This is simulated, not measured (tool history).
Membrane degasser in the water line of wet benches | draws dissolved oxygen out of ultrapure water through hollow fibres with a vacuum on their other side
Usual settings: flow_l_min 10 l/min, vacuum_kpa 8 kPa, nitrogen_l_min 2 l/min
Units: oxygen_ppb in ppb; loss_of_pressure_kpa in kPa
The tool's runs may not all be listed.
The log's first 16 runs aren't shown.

Run 17, hour 3241.8: usual settings but vacuum_kpa 6.95 kPa, nitrogen_l_min 0.9 l/min. Result: oxygen_ppb 126.4 ppb, loss_of_pressure_kpa 26.78 kPa.
Run 18, hour 3415.1: usual settings but vacuum_kpa 10.33 kPa, nitrogen_l_min 3.5 l/min. Result: oxygen_ppb 76.3 ppb, loss_of_pressure_kpa 26.96 kPa.
Run 19, hour 3576.4: usual settings but flow_l_min 7 l/min, vacuum_kpa 18.86 kPa, nitrogen_l_min 1.17 l/min. Result: oxygen_ppb 236.5 ppb, loss_of_pressure_kpa 18.77 kPa.
Run 20, hour 3851.2: usual settings but vacuum_kpa 19.46 kPa. Result: oxygen_ppb 222.7 ppb, loss_of_pressure_kpa 27.09 kPa.
Run 21, hour 4111.3: usual settings but flow_l_min 15 l/min, vacuum_kpa 9.94 kPa. Result: oxygen_ppb 184.4 ppb, loss_of_pressure_kpa 40.5 kPa.
Run 22, hour 4366: usual settings but flow_l_min 15 l/min, vacuum_kpa 9.94 kPa. Result: oxygen_ppb 191 ppb, loss_of_pressure_kpa 40.77 kPa.
Run 23, hour 4545.5: usual settings but flow_l_min 9 l/min, vacuum_kpa 10.7 kPa, nitrogen_l_min 0.85 l/min. Result: oxygen_ppb 210.4 ppb, loss_of_pressure_kpa 24.75 kPa.
Run 24, hour 4847.4: usual settings but flow_l_min 9 l/min, vacuum_kpa 6.03 kPa, nitrogen_l_min 0.99 l/min. Result: oxygen_ppb 86.4 ppb, loss_of_pressure_kpa 24.47 kPa.
At hour 4983.6: vacuum gauge calibrated.
Run 25, hour 5065.2: usual settings but flow_l_min 9 l/min, vacuum_kpa 6.03 kPa, nitrogen_l_min 0.99 l/min. Result: oxygen_ppb 80.3 ppb, loss_of_pressure_kpa 24.58 kPa.
Run 26, hour 5307.1: usual settings but flow_l_min 9 l/min, vacuum_kpa 6.03 kPa, nitrogen_l_min 0.99 l/min. Result: oxygen_ppb 81.1 ppb, loss_of_pressure_kpa 24.45 kPa.
Run 27, hour 5568.2: usual settings but vacuum_kpa 11.42 kPa, nitrogen_l_min 4.32 l/min. Result: oxygen_ppb 72.4 ppb, loss_of_pressure_kpa 27.37 kPa.
Run 28, hour 5767.9: usual settings but vacuum_kpa 11.42 kPa, nitrogen_l_min 4.32 l/min. Result: oxygen_ppb 73.6 ppb, loss_of_pressure_kpa 27.35 kPa.
Run 29, hour 6038.8: usual settings but flow_l_min 7 l/min, vacuum_kpa 19.93 kPa, nitrogen_l_min 5.87 l/min. Result: oxygen_ppb 60.1 ppb, loss_of_pressure_kpa 19.28 kPa.
Run 30, hour 6319.3: usual settings but flow_l_min 14 l/min, vacuum_kpa 10.37 kPa, nitrogen_l_min 1.6 l/min. Result: oxygen_ppb 210.1 ppb, loss_of_pressure_kpa 38.33 kPa.
Run 31, hour 6545.8: usual settings but flow_l_min 14 l/min, vacuum_kpa 8.47 kPa, nitrogen_l_min 2.62 l/min. Result: oxygen_ppb 128.3 ppb, loss_of_pressure_kpa 38.51 kPa.
Run 32, hour 6820.4: usual settings but flow_l_min 14 l/min, vacuum_kpa 5.2 kPa, nitrogen_l_min 1.2 l/min. Result: oxygen_ppb 118 ppb, loss_of_pressure_kpa 38.41 kPa.

Forecast each of these 4 alternatives for the next run:
Run A, hour 6952.5: usual settings but flow_l_min 8 l/min, vacuum_kpa 10 kPa, nitrogen_l_min 3.45 l/min. Result: oxygen_ppb ?, loss_of_pressure_kpa ?.
Run B, hour 6952.5: usual settings but flow_l_min 11 l/min, vacuum_kpa 5.2 kPa, nitrogen_l_min 0.83 l/min. Result: oxygen_ppb ?, loss_of_pressure_kpa ?.
Run C, hour 6952.5: usual settings but flow_l_min 7 l/min, vacuum_kpa 10.72 kPa, nitrogen_l_min 1.39 l/min. Result: oxygen_ppb ?, loss_of_pressure_kpa ?.
Run D, hour 6952.5: usual settings but flow_l_min 7 l/min. Result: oxygen_ppb ?, loss_of_pressure_kpa ?.

run  oxygen_ppb  loss_of_pressure_kpa
  A        55.3                 22.07
  B        98.5                  30.5
  C       108.8                 19.25
  D        53.5                 19.42
Without the tool's hidden state the same runs would have given:
run  oxygen_ppb  loss_of_pressure_kpa
  A        47.1                 20.49
  B        81.9                 28.32
  C        98.1                 17.86
  D        46.2                 18.03
